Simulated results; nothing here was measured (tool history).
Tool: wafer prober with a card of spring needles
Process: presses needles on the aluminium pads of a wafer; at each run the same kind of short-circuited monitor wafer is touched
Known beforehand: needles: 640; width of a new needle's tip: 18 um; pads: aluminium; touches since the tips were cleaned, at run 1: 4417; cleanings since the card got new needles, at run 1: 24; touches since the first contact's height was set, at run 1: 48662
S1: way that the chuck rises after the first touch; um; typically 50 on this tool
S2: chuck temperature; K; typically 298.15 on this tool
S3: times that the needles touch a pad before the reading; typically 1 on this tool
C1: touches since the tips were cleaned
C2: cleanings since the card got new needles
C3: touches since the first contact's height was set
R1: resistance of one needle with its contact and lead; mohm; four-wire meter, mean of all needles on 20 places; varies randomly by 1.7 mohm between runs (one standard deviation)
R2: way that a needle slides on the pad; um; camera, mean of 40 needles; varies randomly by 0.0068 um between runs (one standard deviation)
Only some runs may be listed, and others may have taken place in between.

run	hour	S1	S2	S3	C1	C2	C3	R1	R2
1	0.0	50	298.15	1	4417	24	48662	167	7.145
# hour 7.7: tips cleaned on abrasive film
# hour 28.2: tips cleaned on abrasive film
# hour 47.7: tips cleaned on abrasive film
2	47.7	50	298.15	1	0	27	69238	169	7.162
# hour 67.9: tips cleaned on abrasive film
# hour 88.4: tips cleaned on abrasive film
# hour 108.7: tips cleaned on abrasive film
# hour 126.5: tips cleaned on abrasive film
3	126.5	50	298.15	1	0	31	103223	168	7.149
# hour 142.9: tips cleaned on abrasive film
# hour 163.1: tips cleaned on abrasive film
4	176.8	39	298.15	1	5957	33	124962	175	5.568
# hour 181.0: tips cleaned on abrasive film
# hour 201.5: tips cleaned on abrasive film
# hour 220.7: tips cleaned on abrasive film
# hour 239.4: tips cleaned on abrasive film
5	255.6	50	348.15	1	7039	37	158950	177	7.153
# hour 259.6: tips cleaned on abrasive film
# hour 259.9: height of the first contact set anew
# hour 280.4: tips cleaned on abrasive film
# hour 299.8: tips cleaned on abrasive film
# hour 319.8: tips cleaned on abrasive film
6	335.1	50	361.15	1	6630	41	32474	181	7.163
# hour 339.3: tips cleaned on abrasive film
# hour 359.5: tips cleaned on abrasive film
# hour 380.0: tips cleaned on abrasive film
7	395.2	50	298.15	1	6626	44	58432	170	7.175
# hour 399.4: tips cleaned on abrasive film
# hour 419.9: tips cleaned on abrasive film
# hour 439.7: tips cleaned on abrasive film
8	444.3	50	298.15	1	2002	47	79577	167	7.179
# hour 456.6: tips cleaned on abrasive film
# hour 477.1: tips cleaned on abrasive film
# hour 496.8: tips cleaned on abrasive film
# hour 516.5: tips cleaned on abrasive film
9	525.3	50	305.15	1	3812	51	114538	169	7.176
# hour 533.6: tips cleaned on abrasive film
# hour 553.3: tips cleaned on abrasive film
# hour 571.1: tips cleaned on abrasive film
10	571.1	68	377.15	3	0	54	134247	176	9.766

Run 11 has not been measured yet. What should we expect?
# hour 591.6: tips cleaned on abrasive film
# hour 611.6: tips cleaned on abrasive film
# hour 631.0: tips cleaned on abrasive film
# hour 631.3: height of the first contact set anew
11	638.6	56	321.15	2	3147	57	3147	?	?

For run 11 the tool returned R1 172 mohm, R2 8.047 um.
Were there no unlogged condition in the tool, this run, its random variation unchanged, would have produced R1 172 mohm, R2 8.007 um.

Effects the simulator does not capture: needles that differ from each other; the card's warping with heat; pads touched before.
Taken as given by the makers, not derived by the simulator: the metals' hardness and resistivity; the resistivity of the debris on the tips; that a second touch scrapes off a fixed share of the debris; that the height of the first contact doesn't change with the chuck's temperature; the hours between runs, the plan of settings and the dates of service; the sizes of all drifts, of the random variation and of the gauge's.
